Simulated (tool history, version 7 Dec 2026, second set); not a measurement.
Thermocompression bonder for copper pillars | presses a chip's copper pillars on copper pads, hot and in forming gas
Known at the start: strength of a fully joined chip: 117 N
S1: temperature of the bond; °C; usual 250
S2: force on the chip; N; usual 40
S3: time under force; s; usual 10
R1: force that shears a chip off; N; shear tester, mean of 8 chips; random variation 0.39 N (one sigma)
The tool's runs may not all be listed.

run     day   S1  S2  S3    R1
  1       0  250  40  10  58.9
  2   0.383  250  40  10    59
  3   0.675  250  40  10  59.3
  4   1.042  250  40  10  59.5
  5   1.408  273  40  10  78.1
  6   1.821  250  40  22  76.1
  7   2.233  260  40  22  84.3
  8   2.646  260  40  22  84.3
  9   3.079  260  40  28    89
 10   3.442  260  40  28  89.3
 11   3.846  250  29  10  48.6
 12   4.175  250  29  10  48.1
 13   4.483  250  40  14  65.9
 14   4.821  250  38  10  57.3
 15   5.154  250  29  10  48.7
 16   5.692  250  29  10  48.3
 17   6.121  250  29  10  48.6
 18   6.479  250  40  10  59.7
 19   6.771  250  40  10  59.2
 20   7.296  250  40  29  82.6
 21   7.904  272  27  23  80.2
 22   8.333  263  44  13  78.5
 23   8.683  263  44  13  79.2
 24   9.329  250  53   8  65.2
 25   9.696  238  56  15  70.3
 26  10.317  250  54  20  85.4
 27  10.746  254  26  13  52.5
 28  11.238  241  26   8  36.2
 29  11.558  250  50  10  67.4
 30  11.904  264  50  10  80.1
 31  12.483  264  50  10  79.1
 32  13.154  258  40   7    59
 33  13.475  258  40   7  58.5
 34  13.975  272  44  24  97.8
 35  14.329  250  29  11  49.8
 36  14.904  250  29  11  50.6
 37  15.383  250  40  21  75.5
 38    15.7  250  40  21    75
 39  15.996  274  25  13  66.4
 40  16.667  256  36  23  78.1

Forecast each of these 3 alternatives for the next run:
  A  17.212  234  40  22   ?
  B  17.212  250  49  20   ?
  C  17.212  276  40  29   ?

run    R1
  A  62.9
  B  81.6
  C  99.8
Without the tool's hidden state the same runs would have given:
run    R1
  A    63
  B  81.7
  C   100
